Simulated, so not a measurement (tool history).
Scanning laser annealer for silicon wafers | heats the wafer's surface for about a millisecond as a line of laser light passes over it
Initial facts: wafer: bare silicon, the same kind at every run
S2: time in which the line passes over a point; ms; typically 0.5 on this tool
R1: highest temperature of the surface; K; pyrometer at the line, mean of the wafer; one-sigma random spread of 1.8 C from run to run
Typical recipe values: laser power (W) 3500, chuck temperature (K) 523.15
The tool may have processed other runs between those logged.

Run 1, day 0: usual settings. Result: R1 1296.15 K.
At day 0.767: window over the wafer cleaned.
Run 2, day 1.196: usual settings. Result: R1 1341.15 K.
Run 3, day 2.792: usual settings but laser power (W) 3364. Result: R1 1306.15 K.
At day 3.671: optics aligned, line set to its width.
Run 4, day 4.904: usual settings but laser power (W) 3364. Result: R1 1323.15 K.
Run 5, day 6.092: usual settings but laser power (W) 3364. Result: R1 1320.15 K.
Run 6, day 7.675: usual settings. Result: R1 1349.15 K.
Run 7, day 9.521: usual settings. Result: R1 1346.15 K.
Run 8, day 11.979: usual settings. Result: R1 1342.15 K.
Run 9, day 14.225: usual settings. Result: R1 1340.15 K.
Run 10, day 15.696: usual settings. Result: R1 1340.15 K.
Run 11, day 17.012: usual settings. Result: R1 1338.15 K.
Run 12, day 19.538: usual settings. Result: R1 1336.15 K.
Run 13, day 20.742: usual settings but chuck temperature (K) 505.15. Result: R1 1314.15 K.
Run 14, day 22.983: usual settings but laser power (W) 3568, S2 0.415 ms, chuck temperature (K) 505.15. Result: R1 1252.15 K.
Run 15, day 25.442: usual settings but laser power (W) 3568, S2 0.415 ms, chuck temperature (K) 505.15. Result: R1 1247.15 K.
Run 16, day 26.583: usual settings but laser power (W) 3303, S2 0.409 ms, chuck temperature (K) 522.15. Result: R1 1201.15 K.
Run 17, day 28.325: usual settings but laser power (W) 3211, S2 0.425 ms, chuck temperature (K) 514.15. Result: R1 1188.15 K.
Run 18, day 30.167: usual settings but chuck temperature (K) 528.15. Result: R1 1329.15 K.
Run 19, day 31.708: usual settings but chuck temperature (K) 528.15. Result: R1 1326.15 K.
Run 20, day 33.133: usual settings but laser power (W) 3014, S2 0.576 ms, chuck temperature (K) 506.15. Result: R1 1255.15 K.
Run 21, day 35.821: usual settings but laser power (W) 3014, S2 0.596 ms, chuck temperature (K) 491.15. Result: R1 1252.15 K.
Run 22, day 37.992: usual settings but laser power (W) 3014, S2 0.596 ms, chuck temperature (K) 491.15. Result: R1 1250.15 K.
Run 23, day 39.671: usual settings but S2 0.456 ms, chuck temperature (K) 553.15. Result: R1 1307.15 K.
Run 24, day 42.188: usual settings but S2 0.38 ms, chuck temperature (K) 534.15. Result: R1 1210.15 K.

Run 25, settings as shown, results not yet in. Your forecast:
Run 25, day 44.325: usual settings but laser power (W) 3051, S2 0.446 ms, chuck temperature (K) 517.15. Result: R1 ?.

{"run 25": {"R1": 1163.15}}
Minus the tool's unlogged condition, the same run would have read R1 1199.15 K.
